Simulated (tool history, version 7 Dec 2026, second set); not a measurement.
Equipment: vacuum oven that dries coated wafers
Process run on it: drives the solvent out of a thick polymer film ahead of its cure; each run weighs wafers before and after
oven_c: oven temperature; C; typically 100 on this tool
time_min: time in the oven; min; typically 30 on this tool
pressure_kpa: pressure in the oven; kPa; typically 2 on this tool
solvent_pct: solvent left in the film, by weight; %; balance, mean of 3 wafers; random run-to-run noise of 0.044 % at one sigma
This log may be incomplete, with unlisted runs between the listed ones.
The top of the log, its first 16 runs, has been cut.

run	hour	oven_c	time_min	pressure_kpa	solvent_pct
17	414.2	92	41	5.95	4.65
18	438.5	92	41	5.95	4.62
19	471.2	100	20	2	2.48
20	495.4	100	20	2	2.46
21	526.6	92	53	1.01	1.06
22	559.9	92	53	1.01	1.12
23	591.5	92	53	4.44	3.35
24	622.1	92	53	4.44	3.32
25	650.8	103	21	5.46	3.18
26	678.5	103	21	5.46	3.3
27	714.7	89	23	5.35	6.38
28	748.2	99	46	1.14	0.75
29	767.3	112	38	1.34	0.43
30	800.5	108	18	1.16	1.15
31	821.2	101	46	2	1.12

Consider 5 possible next runs. They are alternatives, not a sequence: every one starts from the tool as it was left by run 31. What does each give?
A	842.5	90	27	2	?
B	842.5	101	40	4.81	?
C	842.5	106	27	1.7	?
D	842.5	104	29	1.23	?
E	842.5	89	30	5.02	?

run	solvent_pct
A	3.75
B	2.49
C	1.02
D	0.99
E	5.43
Without the tool's unlogged condition, the same runs would have read:
run	solvent_pct
A	3.72
B	2.47
C	1
D	0.97
E	5.4
